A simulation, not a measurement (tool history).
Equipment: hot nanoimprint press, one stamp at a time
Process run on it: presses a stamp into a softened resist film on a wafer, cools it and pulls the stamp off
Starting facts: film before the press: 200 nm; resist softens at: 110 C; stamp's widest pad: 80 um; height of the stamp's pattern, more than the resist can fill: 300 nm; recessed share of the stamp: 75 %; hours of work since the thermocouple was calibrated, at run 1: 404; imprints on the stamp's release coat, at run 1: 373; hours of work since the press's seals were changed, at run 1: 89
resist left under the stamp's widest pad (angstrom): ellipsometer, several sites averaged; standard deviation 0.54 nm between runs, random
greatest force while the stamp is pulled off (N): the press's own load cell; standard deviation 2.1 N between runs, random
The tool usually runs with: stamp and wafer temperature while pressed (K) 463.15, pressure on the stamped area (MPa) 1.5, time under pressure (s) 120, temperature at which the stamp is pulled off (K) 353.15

run,hour,stamp and wafer temperature while pressed (K),pressure on the stamped area (MPa),time under pressure (s),temperature at which the stamp is pulled off (K),hours of work since the thermocouple was calibrated,imprints on the stamp's release coat,hours of work since the press's seals were changed,resist left under the stamp's widest pad (angstrom),greatest force while the stamp is pulled off (N)
1,0,463.15,1.5,120,353.15,404,373,89,878,136
2,18.1,463.15,1.5,120,353.15,411,428,97,883,134
3,33.2,463.15,1.5,120,353.15,418,473,104,882,139
4,50.1,463.15,1.5,120,353.15,425,524,111,888,141
5,58.2,463.15,1.5,120,353.15,429,549,115,884,138
6,73.7,463.15,1.5,120,353.15,436,596,122,886,141
7,90.4,463.15,1.5,120,353.15,443,647,129,879,141
8,107.4,463.15,1.5,120,354.15,450,698,136,897,143
# hour 119.1: stamp cleaned and given a new release coat
9,127.6,466.15,0.98,118,353.15,457,25,142,990,131
10,136.4,466.15,0.98,118,353.15,460,52,146,981,130
11,151.9,463.15,1.5,76,355.15,467,99,153,1028,124
12,164.5,453.15,2.13,63,346.15,473,137,158,1346,136
13,173.5,463.15,1.5,120,341.15,477,164,162,879,143
14,182.8,463.15,1.5,120,341.15,481,193,166,876,142
15,200.2,458.15,2.12,120,341.15,488,245,174,910,142

Run 16 is up next; what results do you expect?
16,211.8,458.15,2.12,120,341.15,493,281,179,?,?

Logged for run 16: resist left under the stamp's widest pad (angstrom) 906, greatest force while the stamp is pulled off (N) 147.
Had the tool carried no hidden state, the very same run would have given resist left under the stamp's widest pad (angstrom) 951, greatest force while the stamp is pulled off (N) 141.
